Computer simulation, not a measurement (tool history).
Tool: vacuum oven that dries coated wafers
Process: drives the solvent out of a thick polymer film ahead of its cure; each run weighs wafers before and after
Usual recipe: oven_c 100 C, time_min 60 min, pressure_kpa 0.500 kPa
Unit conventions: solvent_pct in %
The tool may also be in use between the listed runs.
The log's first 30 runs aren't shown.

run,hour,oven_c,time_min,pressure_kpa,solvent_pct
31,698.1,97,65,0.500,4.00
32,722.5,97,65,0.500,4.00
33,743.8,106,47,0.258,3.67
34,771.2,100,72,0.418,3.03
35,786.0,100,72,0.418,2.99
36,806.3,100,72,0.418,3.00
37,833.5,86,69,1.015,6.18
38,846.8,114,53,0.378,2.06
39,864.6,114,53,0.378,2.09
40,889.3,114,53,0.378,2.04
41,917.0,114,53,0.378,2.07
42,932.3,96,42,0.500,6.08
43,956.3,96,42,0.500,6.10
44,970.9,96,42,0.500,6.00
45,989.3,96,42,0.500,6.05
46,1007.3,104,85,0.356,1.84

Branching from run 46: 4 alternative next runs. What would each branch give?
A,1029.1,104,85,0.814,?
B,1029.1,85,85,0.384,?
C,1029.1,100,79,1.303,?
D,1029.1,100,60,0.340,?

run,solvent_pct
A,2.09
B,5.11
C,3.25
D,3.72
With no hidden state in the tool, these same runs would have given:
run,solvent_pct
A,1.74
B,4.58
C,2.83
D,3.29
